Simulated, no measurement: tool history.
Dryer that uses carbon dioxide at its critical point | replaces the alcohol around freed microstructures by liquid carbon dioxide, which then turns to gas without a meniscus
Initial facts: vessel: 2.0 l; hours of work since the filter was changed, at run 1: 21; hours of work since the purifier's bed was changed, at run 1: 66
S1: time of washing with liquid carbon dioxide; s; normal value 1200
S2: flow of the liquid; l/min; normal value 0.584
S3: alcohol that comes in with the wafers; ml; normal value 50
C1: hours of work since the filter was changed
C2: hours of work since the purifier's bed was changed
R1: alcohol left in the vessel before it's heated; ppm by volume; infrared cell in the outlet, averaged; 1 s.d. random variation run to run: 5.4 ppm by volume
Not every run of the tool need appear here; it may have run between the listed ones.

Run 1, day 0.000: usual settings; C1 21; C2 66. Result: R1 153 ppm by volume.
Run 2, day 0.292: usual settings but S2 0.414 l/min; C1 23; C2 68. Result: R1 727 ppm by volume.
Run 3, day 0.621: usual settings but S2 0.414 l/min; C1 25; C2 70. Result: R1 726 ppm by volume.
Run 4, day 0.954: usual settings but S2 0.414 l/min, S3 40 ml; C1 28; C2 73. Result: R1 572 ppm by volume.
Run 5, day 1.492: usual settings but S2 0.414 l/min, S3 40 ml; C1 32; C2 77. Result: R1 572 ppm by volume.
Run 6, day 1.954: usual settings but S2 0.414 l/min, S3 40 ml; C1 35; C2 81. Result: R1 597 ppm by volume.
Run 7, day 2.300: usual settings but S2 0.414 l/min, S3 40 ml; C1 38; C2 83. Result: R1 601 ppm by volume.
Run 8, day 2.592: usual settings but S2 0.414 l/min, S3 40 ml; C1 40; C2 85. Result: R1 602 ppm by volume.
Run 9, day 3.054: usual settings but S3 99 ml; C1 44; C2 89. Result: R1 323 ppm by volume.
Run 10, day 3.521: usual settings but S3 99 ml; C1 47; C2 92. Result: R1 316 ppm by volume.
Run 11, day 4.154: usual settings but S3 81 ml; C1 52; C2 97. Result: R1 268 ppm by volume.
Run 12, day 4.579: usual settings but S3 81 ml; C1 55; C2 100. Result: R1 259 ppm by volume.
Run 13, day 5.058: usual settings but S3 81 ml; C1 59; C2 104. Result: R1 264 ppm by volume.
Run 14, day 5.450: usual settings but S1 1260 s; C1 62; C2 107. Result: R1 140 ppm by volume.
Run 15, day 6.092: usual settings but S1 1260 s; C1 67; C2 112. Result: R1 154 ppm by volume.
Run 16, day 6.396: usual settings but S1 1260 s; C1 69; C2 114. Result: R1 150 ppm by volume.
Run 17, day 6.925: usual settings; C1 73; C2 118. Result: R1 183 ppm by volume.
Run 18, day 7.512: usual settings but S2 0.955 l/min; C1 78; C2 123. Result: R1 41 ppm by volume.
Run 19, day 8.142: usual settings but S2 0.955 l/min; C1 82; C2 128. Result: R1 31 ppm by volume.
Run 20, day 8.667: usual settings but S2 0.955 l/min; C1 86; C2 132. Result: R1 32 ppm by volume.
Run 21, day 9.096: usual settings; C1 90; C2 135. Result: R1 203 ppm by volume.
Run 22, day 9.412: usual settings but S2 0.414 l/min, S3 35 ml; C1 92; C2 137. Result: R1 574 ppm by volume.
Run 23, day 9.992: usual settings but S1 900 s, S2 0.514 l/min, S3 100 ml; C1 96; C2 142. Result: R1 1933 ppm by volume.
Run 24, day 10.608: usual settings but S1 900 s, S2 0.577 l/min, S3 35 ml; C1 101; C2 146. Result: R1 469 ppm by volume.
Run 25, day 10.971: usual settings but S1 900 s, S2 0.577 l/min, S3 35 ml; C1 104; C2 149. Result: R1 466 ppm by volume.
Run 26, day 11.329: usual settings but S1 900 s, S2 0.577 l/min, S3 68 ml; C1 107; C2 152. Result: R1 875 ppm by volume.
Run 27, day 11.946: usual settings but S1 960 s, S2 0.657 l/min, S3 51 ml; C1 111; C2 156. Result: R1 308 ppm by volume.
Run 28, day 12.329: usual settings but S1 900 s, S2 0.395 l/min, S3 51 ml; C1 114; C2 159. Result: R1 2271 ppm by volume.
Run 29, day 12.704: usual settings but S2 0.759 l/min; C1 117; C2 162. Result: R1 75 ppm by volume.
Run 30, day 13.088: usual settings but S2 0.759 l/min; C1 120; C2 165. Result: R1 79 ppm by volume.
Run 31, day 13.696: usual settings but S2 0.759 l/min; C1 125; C2 170. Result: R1 75 ppm by volume.
Run 32, day 14.150: usual settings but S1 720 s, S2 0.759 l/min, S3 43 ml; C1 128; C2 173. Result: R1 458 ppm by volume.
Run 33, day 14.742: usual settings but S1 720 s, S2 0.421 l/min, S3 43 ml; C1 133; C2 178. Result: R1 2626 ppm by volume.
Run 34, day 15.104: usual settings but S1 720 s, S2 0.421 l/min, S3 43 ml; C1 135; C2 180. Result: R1 2831 ppm by volume.
Run 35, day 15.583: usual settings but S1 1500 s, S2 0.458 l/min; C1 139; C2 184. Result: R1 277 ppm by volume.
Run 36, day 15.867: usual settings but S1 1500 s, S2 0.511 l/min, S3 42 ml; C1 141; C2 186. Result: R1 151 ppm by volume.
Run 37, day 16.475: usual settings but S1 1500 s, S2 0.511 l/min, S3 42 ml; C1 146; C2 191. Result: R1 162 ppm by volume.
Run 38, day 17.004: usual settings but S1 1500 s, S2 0.511 l/min, S3 42 ml; C1 150; C2 195. Result: R1 149 ppm by volume.
Run 39, day 17.400: usual settings but S1 1500 s, S2 0.511 l/min, S3 42 ml; C1 153; C2 198. Result: R1 156 ppm by volume.
Run 40, day 17.688: usual settings but S1 1500 s, S2 0.511 l/min, S3 42 ml; C1 155; C2 200. Result: R1 157 ppm by volume.
Run 41, day 18.008: usual settings but S2 0.442 l/min, S3 67 ml; C1 157; C2 202. Result: R1 959 ppm by volume.

5 ways to go on from here, each from the tool as it stands after run 41. What would each give?
Run A, day 18.492: usual settings but S2 0.442 l/min, S3 39 ml; C1 161; C2 206. Result: R1 ?.
Run B, day 18.492: usual settings but S1 1320 s, S2 0.576 l/min; C1 161; C2 206. Result: R1 ?.
Run C, day 18.492: usual settings but S2 0.384 l/min; C1 161; C2 206. Result: R1 ?.
Run D, day 18.492: usual settings but S1 1440 s, S2 0.569 l/min, S3 67 ml; C1 161; C2 206. Result: R1 ?.
Run E, day 18.492: usual settings but S1 780 s, S2 0.442 l/min, S3 49 ml; C1 161; C2 206. Result: R1 ?.

run    R1
  A   588
  B   179
  C  1165
  D   160
  E  2416
The same runs, with their run-to-run variation unchanged, on a tool lacking any hidden condition would have given:
run    R1
  A   397
  B    85
  C   855
  D    71
  E  1927
